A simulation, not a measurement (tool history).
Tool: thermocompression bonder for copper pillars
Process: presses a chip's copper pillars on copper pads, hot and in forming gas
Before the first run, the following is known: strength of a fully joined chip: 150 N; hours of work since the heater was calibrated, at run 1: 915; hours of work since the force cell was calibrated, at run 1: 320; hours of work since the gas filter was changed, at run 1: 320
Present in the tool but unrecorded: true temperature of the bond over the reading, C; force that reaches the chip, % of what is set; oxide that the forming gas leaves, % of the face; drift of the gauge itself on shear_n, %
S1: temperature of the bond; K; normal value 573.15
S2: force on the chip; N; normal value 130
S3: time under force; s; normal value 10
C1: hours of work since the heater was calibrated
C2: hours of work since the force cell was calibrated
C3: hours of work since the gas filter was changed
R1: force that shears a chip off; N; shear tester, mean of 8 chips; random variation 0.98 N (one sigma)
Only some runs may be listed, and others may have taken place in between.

| run | hour | S1 | S2 | S3 | C1 | C2 | C3 | R1 |
|---|---|---|---|---|---|---|---|---|
| 1 | 0.0 | 573.15 | 130 | 10 | 915 | 320 | 320 | 77.7 |
| 2 | 31.2 | 573.15 | 130 | 10 | 935 | 341 | 341 | 75.6 |
|  | 58.8 | forming gas filter changed |
| 3 | 59.0 | 573.15 | 130 | 28 | 954 | 359 | 0 | 112.5 |
| 4 | 100.8 | 576.15 | 130 | 10 | 981 | 387 | 28 | 87.0 |
| 5 | 142.5 | 576.15 | 130 | 10 | 1009 | 415 | 56 | 85.2 |
| 6 | 173.7 | 576.15 | 130 | 10 | 1030 | 436 | 76 | 85.6 |
| 7 | 205.6 | 576.15 | 130 | 10 | 1051 | 457 | 98 | 84.8 |
| 8 | 226.3 | 573.15 | 130 | 10 | 1065 | 471 | 112 | 82.6 |
| 9 | 265.4 | 573.15 | 130 | 10 | 1091 | 497 | 138 | 82.2 |
| 10 | 289.8 | 573.15 | 96 | 10 | 1107 | 513 | 154 | 58.9 |
| 11 | 312.3 | 573.15 | 130 | 10 | 1122 | 528 | 169 | 80.8 |
| 12 | 343.0 | 573.15 | 130 | 10 | 1143 | 549 | 189 | 79.0 |
| 13 | 366.1 | 573.15 | 130 | 10 | 1158 | 564 | 205 | 80.8 |
| 14 | 393.6 | 573.15 | 130 | 10 | 1176 | 582 | 223 | 80.5 |
| 15 | 417.8 | 573.15 | 130 | 10 | 1192 | 598 | 239 | 78.8 |
| 16 | 440.3 | 573.15 | 130 | 7 | 1207 | 613 | 254 | 71.0 |
| 17 | 458.5 | 573.15 | 130 | 7 | 1220 | 625 | 266 | 69.4 |
| 18 | 486.0 | 573.15 | 130 | 7 | 1238 | 644 | 284 | 69.8 |
| 19 | 510.9 | 573.15 | 136 | 7 | 1254 | 660 | 301 | 71.0 |
| 20 | 541.1 | 573.15 | 162 | 10 | 1275 | 680 | 321 | 92.3 |
| 21 | 572.4 | 574.15 | 130 | 27 | 1295 | 701 | 342 | 100.6 |
|  | 589.0 | heater calibrated with a thermocouple chip |
|  | 600.3 | forming gas filter changed |
| 22 | 611.2 | 574.15 | 130 | 27 | 14 | 725 | 7 | 106.0 |
| 23 | 654.4 | 574.15 | 130 | 27 | 43 | 754 | 36 | 104.8 |
| 24 | 674.3 | 574.15 | 130 | 27 | 57 | 767 | 49 | 104.1 |
| 25 | 706.9 | 555.15 | 149 | 16 | 78 | 789 | 71 | 88.5 |
|  | 710.9 | force cell calibrated |
| 26 | 739.1 | 560.15 | 80 | 10 | 99 | 19 | 91 | 35.9 |
| 27 | 757.5 | 560.15 | 80 | 10 | 111 | 31 | 104 | 35.4 |
| 28 | 800.2 | 548.15 | 130 | 10 | 139 | 59 | 132 | 55.2 |
| 29 | 824.3 | 548.15 | 130 | 10 | 155 | 75 | 148 | 55.4 |
| 30 | 843.6 | 573.15 | 147 | 10 | 168 | 88 | 161 | 81.8 |
| 31 | 880.2 | 573.15 | 147 | 10 | 193 | 113 | 185 | 81.2 |
|  | 884.1 | force cell calibrated, once more |
| 32 | 907.6 | 573.15 | 147 | 5 | 210 | 16 | 203 | 70.8 |
| 33 | 938.3 | 557.15 | 147 | 20 | 230 | 36 | 223 | 94.2 |
| 34 | 977.4 | 557.15 | 147 | 20 | 256 | 62 | 249 | 95.1 |
| 35 | 1012.7 | 588.15 | 147 | 28 | 280 | 86 | 273 | 119.8 |
| 36 | 1042.1 | 600.15 | 136 | 10 | 299 | 105 | 292 | 95.9 |
| 37 | 1068.0 | 600.15 | 136 | 10 | 317 | 122 | 309 | 94.5 |
| 38 | 1091.8 | 600.15 | 186 | 10 | 333 | 138 | 325 | 116.6 |
| 39 | 1112.2 | 565.15 | 164 | 7 | 346 | 152 | 339 | 77.3 |

Below, some changes in R1 between adjacent runs. For each, the amount present without the hidden state too (settings, incoming material, random variation) and the amount remaining for the hidden state with gauge scatter not shared by both compared results:
Run 2 -> 3: S3 10 -> 28, forming gas filter changed. R1 +36.9 N: hidden state +7.9, all else +29.0.
Run 21 -> 22: heater calibrated with a thermocouple chip, forming gas filter changed. R1 +5.4 N: hidden state +3.8, all else +1.6.
Run 25 -> 26: S1 555.15 -> 560.15, S2 149 -> 80, S3 16 -> 10, force cell calibrated. R1 -52.6 N: hidden state +1.5, all else -54.1.
Run 31 -> 32: S3 10 -> 5, force cell calibrated, once more. R1 -10.4 N: hidden state +9.0, all else -19.4.
Run 38 -> 39: S1 600.15 -> 565.15, S2 186 -> 164, S3 10 -> 7. R1 -39.3 N: hidden state +3.3, all else -42.6.
